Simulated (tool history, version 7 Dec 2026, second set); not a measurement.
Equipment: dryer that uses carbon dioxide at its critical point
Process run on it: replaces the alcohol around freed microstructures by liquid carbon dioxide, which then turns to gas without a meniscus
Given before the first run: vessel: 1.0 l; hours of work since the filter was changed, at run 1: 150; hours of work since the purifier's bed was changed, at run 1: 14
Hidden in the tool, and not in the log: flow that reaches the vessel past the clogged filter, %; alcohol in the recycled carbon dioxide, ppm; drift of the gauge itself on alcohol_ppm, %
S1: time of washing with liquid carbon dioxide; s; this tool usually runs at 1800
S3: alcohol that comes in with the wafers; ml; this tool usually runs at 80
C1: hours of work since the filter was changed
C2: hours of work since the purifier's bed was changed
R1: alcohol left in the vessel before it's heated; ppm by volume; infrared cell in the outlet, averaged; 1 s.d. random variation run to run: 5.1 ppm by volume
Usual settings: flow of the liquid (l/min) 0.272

Run 1, hour 0.0: usual settings; C1 150; C2 14. Result: R1 77 ppm by volume.
Run 2, hour 4.2: usual settings but flow of the liquid (l/min) 0.450; C1 152; C2 16. Result: R1 5 ppm by volume.
Run 3, hour 12.3: usual settings but flow of the liquid (l/min) 0.342; C1 154; C2 19. Result: R1 21 ppm by volume.
Run 4, hour 17.5: usual settings but S3 36 ml; C1 156; C2 20. Result: R1 41 ppm by volume.
Run 5, hour 24.2: usual settings but S3 36 ml; C1 158; C2 23. Result: R1 42 ppm by volume.
Run 6, hour 32.9: usual settings but S3 36 ml; C1 161; C2 26. Result: R1 38 ppm by volume.
Run 7, hour 41.0: usual settings but S3 36 ml; C1 164; C2 28. Result: R1 51 ppm by volume.
Run 8, hour 50.8: usual settings but S3 36 ml; C1 167; C2 32. Result: R1 39 ppm by volume.
Run 9, hour 57.6: usual settings but S3 36 ml; C1 170; C2 34. Result: R1 50 ppm by volume.
Run 10, hour 64.1: usual settings; C1 172; C2 36. Result: R1 82 ppm by volume.
Run 11, hour 72.6: usual settings; C1 175; C2 39. Result: R1 87 ppm by volume.
Run 12, hour 81.7: usual settings; C1 178; C2 42. Result: R1 83 ppm by volume.
Run 13, hour 85.9: usual settings; C1 179; C2 44. Result: R1 80 ppm by volume.
Run 14, hour 93.4: usual settings but S3 21 ml; C1 182; C2 46. Result: R1 35 ppm by volume.
Run 15, hour 102.0: usual settings but S3 21 ml; C1 185; C2 49. Result: R1 31 ppm by volume.
Run 16, hour 106.3: usual settings; C1 186; C2 50. Result: R1 90 ppm by volume.
Run 17, hour 116.1: usual settings; C1 190; C2 54. Result: R1 86 ppm by volume.
Run 18, hour 125.3: usual settings but S1 1860 s, flow of the liquid (l/min) 0.252, S3 40 ml; C1 193; C2 57. Result: R1 60 ppm by volume.
Run 19, hour 129.5: usual settings but S1 1860 s, flow of the liquid (l/min) 0.252, S3 40 ml; C1 194; C2 58. Result: R1 75 ppm by volume.
Run 20, hour 136.4: usual settings but S1 1560 s, flow of the liquid (l/min) 0.276, S3 96 ml; C1 197; C2 61. Result: R1 225 ppm by volume.
Run 21, hour 143.5: usual settings but flow of the liquid (l/min) 0.179; C1 199; C2 63. Result: R1 776 ppm by volume.
Run 22, hour 152.1: usual settings but flow of the liquid (l/min) 0.179; C1 202; C2 66. Result: R1 769 ppm by volume.
Run 23, hour 156.5: usual settings but S1 2580 s, flow of the liquid (l/min) 0.179; C1 203; C2 67. Result: R1 125 ppm by volume.
Run 24, hour 161.2: usual settings but flow of the liquid (l/min) 0.410; C1 205; C2 69. Result: R1 32 ppm by volume.
Run 25, hour 171.2: usual settings but S1 1140 s, flow of the liquid (l/min) 0.211, S3 28 ml; C1 208; C2 72. Result: R1 905 ppm by volume.
Run 26, hour 178.9: usual settings but S1 1140 s, flow of the liquid (l/min) 0.211, S3 28 ml; C1 211; C2 75. Result: R1 895 ppm by volume.
Run 27, hour 188.2: usual settings but S1 1140 s, flow of the liquid (l/min) 0.211, S3 28 ml; C1 214; C2 78. Result: R1 907 ppm by volume.
Run 28, hour 194.7: usual settings but S1 1440 s, flow of the liquid (l/min) 0.240, S3 28 ml; C1 216; C2 80. Result: R1 223 ppm by volume.
Run 29, hour 201.0: usual settings but S1 1680 s, flow of the liquid (l/min) 0.316, S3 108 ml; C1 218; C2 83. Result: R1 68 ppm by volume.
Run 30, hour 207.9: usual settings but S1 2220 s, S3 78 ml; C1 221; C2 85. Result: R1 37 ppm by volume.
Run 31, hour 213.9: usual settings but S1 2220 s, S3 78 ml; C1 223; C2 87. Result: R1 38 ppm by volume.
Run 32, hour 219.6: usual settings but S1 1920 s, S3 21 ml; C1 225; C2 89. Result: R1 20 ppm by volume.

Below are 4 alternative next runs, each starting from the tool's condition after run 32. Predict each:
Run A, hour 229.2: usual settings but S1 1260 s, S3 23 ml; C1 228; C2 92. Result: R1 ?.
Run B, hour 229.2: usual settings but S1 2100 s, S3 36 ml; C1 228; C2 92. Result: R1 ?.
Run C, hour 229.2: usual settings but S1 2760 s, S3 21 ml; C1 228; C2 92. Result: R1 ?.
Run D, hour 229.2: usual settings but S1 1680 s, flow of the liquid (l/min) 0.313, S3 37 ml; C1 228; C2 92. Result: R1 ?.

run   R1
  A  187
  B   22
  C   24
  D   40
With no hidden state in the tool, these same runs would have given:
run   R1
  A  152
  B    7
  C   11
  D   23

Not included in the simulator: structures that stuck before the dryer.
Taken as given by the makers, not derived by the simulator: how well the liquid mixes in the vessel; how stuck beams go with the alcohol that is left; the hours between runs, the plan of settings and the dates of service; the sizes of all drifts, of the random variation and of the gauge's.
